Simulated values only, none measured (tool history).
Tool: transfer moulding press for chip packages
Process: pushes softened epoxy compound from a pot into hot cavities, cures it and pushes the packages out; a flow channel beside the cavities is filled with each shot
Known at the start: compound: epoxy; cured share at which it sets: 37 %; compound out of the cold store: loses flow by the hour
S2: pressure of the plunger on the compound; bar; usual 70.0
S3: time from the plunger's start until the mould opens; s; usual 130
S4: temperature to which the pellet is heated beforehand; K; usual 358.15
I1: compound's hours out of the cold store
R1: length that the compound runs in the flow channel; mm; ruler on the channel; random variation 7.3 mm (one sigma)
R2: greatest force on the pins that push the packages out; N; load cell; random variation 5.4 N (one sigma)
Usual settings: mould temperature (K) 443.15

run 1 day=0.000 | mould_temperature_(K)=443.15 S2=70.0 S3=130 S4=358.15 | I1=30.2 | R1=839 R2=273
run 2 day=0.471 | mould_temperature_(K)=443.15 S2=70.0 S3=130 S4=358.15 | I1=37.9 | R1=834 R2=275
run 3 day=1.133 | mould_temperature_(K)=443.15 S2=70.0 S3=130 S4=352.15 | I1=33.3 | R1=820 R2=317
run 4 day=1.962 | mould_temperature_(K)=443.15 S2=70.0 S3=137 S4=358.15 | I1=12.1 | R1=866 R2=305
-- day=2.825 cavities cleaned with cleaning compound and waxed
run 5 day=2.900 | mould_temperature_(K)=443.15 S2=70.0 S3=137 S4=358.15 | I1=16.4 | R1=842 R2=178
run 6 day=3.533 | mould_temperature_(K)=443.15 S2=70.0 S3=137 S4=358.15 | I1=31.0 | R1=817 R2=210
run 7 day=4.308 | mould_temperature_(K)=443.15 S2=70.0 S3=137 S4=358.15 | I1=35.4 | R1=805 R2=242
run 8 day=5.242 | mould_temperature_(K)=450.15 S2=70.0 S3=130 S4=358.15 | I1=14.4 | R1=857 R2=261
run 9 day=6.346 | mould_temperature_(K)=443.15 S2=70.0 S3=118 S4=358.15 | I1=43.2 | R1=793 R2=322
run 10 day=7.417 | mould_temperature_(K)=443.15 S2=70.0 S3=118 S4=358.15 | I1=37.4 | R1=797 R2=346
-- day=8.046 cavities cleaned with cleaning compound and waxed
run 11 day=8.079 | mould_temperature_(K)=443.15 S2=70.0 S3=118 S4=358.15 | I1=24.2 | R1=832 R2=199
run 12 day=8.638 | mould_temperature_(K)=443.15 S2=52.7 S3=118 S4=358.15 | I1=24.8 | R1=712 R2=221
run 13 day=9.788 | mould_temperature_(K)=443.15 S2=52.7 S3=118 S4=358.15 | I1=16.0 | R1=736 R2=264
run 14 day=10.304 | mould_temperature_(K)=443.15 S2=52.7 S3=118 S4=358.15 | I1=8.3 | R1=746 R2=292
run 15 day=11.229 | mould_temperature_(K)=443.15 S2=70.0 S3=130 S4=356.15 | I1=8.7 | R1=855 R2=294
run 16 day=11.692 | mould_temperature_(K)=441.15 S2=70.0 S3=130 S4=350.15 | I1=41.0 | R1=786 R2=309
run 17 day=12.571 | mould_temperature_(K)=440.15 S2=52.1 S3=131 S4=361.15 | I1=45.8 | R1=670 R2=345
-- day=13.250 cavities cleaned with cleaning compound and waxed
run 18 day=13.742 | mould_temperature_(K)=442.15 S2=73.5 S3=123 S4=357.15 | I1=44.7 | R1=796 R2=227
run 19 day=14.338 | mould_temperature_(K)=442.15 S2=73.5 S3=123 S4=357.15 | I1=25.9 | R1=814 R2=239
run 20 day=15.042 | mould_temperature_(K)=450.15 S2=87.0 S3=123 S4=363.15 | I1=27.7 | R1=878 R2=238
run 21 day=15.658 | mould_temperature_(K)=443.15 S2=55.8 S3=145 S4=358.15 | I1=28.5 | R1=731 R2=261
run 22 day=16.667 | mould_temperature_(K)=443.15 S2=55.8 S3=145 S4=358.15 | I1=16.4 | R1=744 R2=285
run 23 day=17.192 | mould_temperature_(K)=444.15 S2=87.7 S3=113 S4=358.15 | I1=24.9 | R1=920 R2=347
run 24 day=17.683 | mould_temperature_(K)=446.15 S2=70.0 S3=130 S4=358.15 | I1=33.2 | R1=785 R2=295
-- day=18.404 cavities cleaned with cleaning compound and waxed
run 25 day=18.592 | mould_temperature_(K)=446.15 S2=70.0 S3=130 S4=358.15 | I1=33.4 | R1=773 R2=183
-- day=19.279 plunger's sealing rings changed
run 26 day=19.325 | mould_temperature_(K)=446.15 S2=83.1 S3=130 S4=362.15 | I1=43.5 | R1=898 R2=209
run 27 day=19.904 | mould_temperature_(K)=446.15 S2=83.1 S3=126 S4=354.15 | I1=42.1 | R1=888 R2=230
run 28 day=20.500 | mould_temperature_(K)=446.15 S2=83.1 S3=126 S4=354.15 | I1=34.6 | R1=903 R2=257
run 29 day=21.046 | mould_temperature_(K)=446.15 S2=83.1 S3=126 S4=354.15 | I1=18.8 | R1=930 R2=262

Hidden state or all else? Some run-to-run changes of R1, split into what the settings, what came in and random variation would give without the hidden state, and what is left for the hidden state (with any gauge scatter that isn't in both results):
The hidden state here: true mould temperature over the reading, C; pressure that reaches the compound, % of what is set; grip of the stained cavities, % over clean ones'; drift of the gauge itself on flow_mm, %; drift of the gauge itself on push_out_n, %.
Run 20 -> 21: mould temperature (K) 450.15 -> 443.15, S2 87.0 -> 55.8, S3 123 -> 145, S4 363.15 -> 358.15. R1 -147 mm: hidden state +8, all else -155.
Run 22 -> 23: mould temperature (K) 443.15 -> 444.15, S2 55.8 -> 87.7, S3 145 -> 113. R1 +176 mm: hidden state -12, all else +188.
Run 25 -> 26: S2 70.0 -> 83.1, S4 358.15 -> 362.15, plunger's sealing rings changed. R1 +125 mm: hidden state +55, all else +70.

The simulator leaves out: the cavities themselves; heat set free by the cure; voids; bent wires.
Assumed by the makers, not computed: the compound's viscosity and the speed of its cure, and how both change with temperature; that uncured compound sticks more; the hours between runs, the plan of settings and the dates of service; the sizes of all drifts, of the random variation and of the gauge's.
